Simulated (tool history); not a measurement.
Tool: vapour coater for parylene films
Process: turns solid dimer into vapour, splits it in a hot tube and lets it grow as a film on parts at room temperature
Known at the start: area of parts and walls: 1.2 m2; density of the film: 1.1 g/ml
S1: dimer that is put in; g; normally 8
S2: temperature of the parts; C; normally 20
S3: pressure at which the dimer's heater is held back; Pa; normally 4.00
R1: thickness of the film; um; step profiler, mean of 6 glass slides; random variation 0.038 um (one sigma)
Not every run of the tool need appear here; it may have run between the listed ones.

| run | hour | S1 | S2 | S3 | R1 |
|---|---|---|---|---|---|
| 1 | 0.0 | 8 | 20 | 4.00 | 4.07 |
| 2 | 48.7 | 8 | 20 | 4.00 | 4.01 |
| 3 | 96.3 | 8 | 20 | 4.00 | 3.94 |
|  | 111.2 | table's thermometer calibrated |
| 4 | 168.1 | 8 | 14 | 4.00 | 4.70 |
|  | 205.0 | trap's valve overhauled |
| 5 | 225.3 | 8 | 20 | 4.00 | 4.38 |
| 6 | 267.7 | 13 | 20 | 4.00 | 7.04 |
| 7 | 335.5 | 13 | 20 | 4.00 | 6.95 |
| 8 | 399.7 | 8 | 20 | 4.00 | 4.18 |
| 9 | 435.2 | 8 | 20 | 4.00 | 4.15 |
| 10 | 469.5 | 8 | 28 | 4.00 | 3.11 |
| 11 | 519.1 | 8 | 27 | 4.10 | 3.20 |
| 12 | 589.2 | 8 | 27 | 4.10 | 3.11 |
| 13 | 620.6 | 4 | 20 | 2.85 | 2.07 |
| 14 | 675.0 | 4 | 20 | 2.85 | 2.01 |
|  | 714.5 | trap's valve overhauled |
| 15 | 732.4 | 8 | 19 | 3.77 | 4.52 |
| 16 | 777.7 | 5 | 20 | 7.73 | 2.50 |
| 17 | 837.8 | 4 | 21 | 4.00 | 2.05 |
| 18 | 887.7 | 8 | 14 | 3.87 | 5.25 |
| 19 | 936.6 | 8 | 14 | 3.87 | 5.19 |

Consider 3 possible next runs. They are alternatives, not a sequence: every one starts from the tool as it was left by run 19. What does each give?
| A | 971.4 | 11 | 12 | 10.43 | ? |
| B | 971.4 | 6 | 32 | 4.00 | ? |
| C | 971.4 | 5 | 20 | 4.00 | ? |

| run | R1 |
|---|---|
| A | 6.59 |
| B | 2.06 |
| C | 2.54 |
With no hidden state in the tool, these same runs would have given:
| run | R1 |
|---|---|
| A | 6.99 |
| B | 2.19 |
| C | 2.70 |

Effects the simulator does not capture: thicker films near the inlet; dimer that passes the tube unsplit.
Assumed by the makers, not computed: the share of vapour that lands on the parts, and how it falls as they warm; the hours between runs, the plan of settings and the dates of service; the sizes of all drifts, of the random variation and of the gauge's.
